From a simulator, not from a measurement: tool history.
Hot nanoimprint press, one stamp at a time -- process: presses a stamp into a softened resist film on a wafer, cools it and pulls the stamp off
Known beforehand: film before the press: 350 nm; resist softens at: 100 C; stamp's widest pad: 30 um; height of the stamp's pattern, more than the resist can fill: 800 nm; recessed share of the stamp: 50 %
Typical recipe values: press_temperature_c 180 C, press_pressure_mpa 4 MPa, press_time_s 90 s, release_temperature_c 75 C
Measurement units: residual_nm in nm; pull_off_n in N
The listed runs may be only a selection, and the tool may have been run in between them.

run	day	press_temperature_c	press_pressure_mpa	press_time_s	release_temperature_c	residual_nm	pull_off_n
1	0	180	4	90	75	123	216
2	0.392	180	4	90	75	124.1	216
3	0.579	180	4	90	75	124.8	220
4	0.888	180	4	90	75	124	221
5	1.188	180	4	90	75	125.1	215
6	1.433	180	4	90	75	125	225
7	1.783	180	4	90	75	125.7	219
8	1.971	180	4	90	75	126	225
9	2.212	180	4	90	75	125.7	221
10	2.475	180	4	90	75	126.4	219
11	2.771	180	4	146	75	105.4	217
12	2.962	180	4	60	75	146	220
13	3.204	180	4	60	75	147.2	222
14	3.604	180	4	60	75	148.1	220
15	3.925	185	4	60	75	122.1	220
16	4.229	185	4	60	75	122.8	221
# day 4.262: gauge calibrated
17	4.529	180	4	60	74	144	223
18	4.696	177	3.63	51	74	178.3	225
19	5.079	181	3.77	46	74	158.5	229
20	5.296	178	4.17	105	67	124.4	261
21	5.533	190	4	102	75	80.6	224
22	5.812	179	4.62	110	76	110.9	216
23	6.171	179	4.62	90	69	120	252
24	6.533	190	3.1	75	77	106.3	208
25	6.858	186	4.02	159	63	79.6	272
26	7.2	186	4.02	159	63	79.5	276
27	7.558	180	4.65	90	78	117.1	201
28	7.933	180	4	96	65	124.6	265
29	8.129	180	4	93	74	125.9	229

Branching from run 29: 5 alternative next runs. What would each branch give?
A	8.525	168	4	50	66	?	?
B	8.525	185	5.64	52	74	?	?
C	8.525	184	3.11	83	75	?	?
D	8.525	190	4	50	74	?	?
E	8.525	180	4.72	138	67	?	?

run	residual_nm	pull_off_n
A	242.6	267
B	105.8	229
C	129.1	222
D	109.2	234
E	99.1	263
Stripped of hidden state, with their random variation kept, the same runs would have yielded:
run	residual_nm	pull_off_n
A	235.7	265
B	102.7	227
C	125.3	221
D	106	233
E	96.2	261
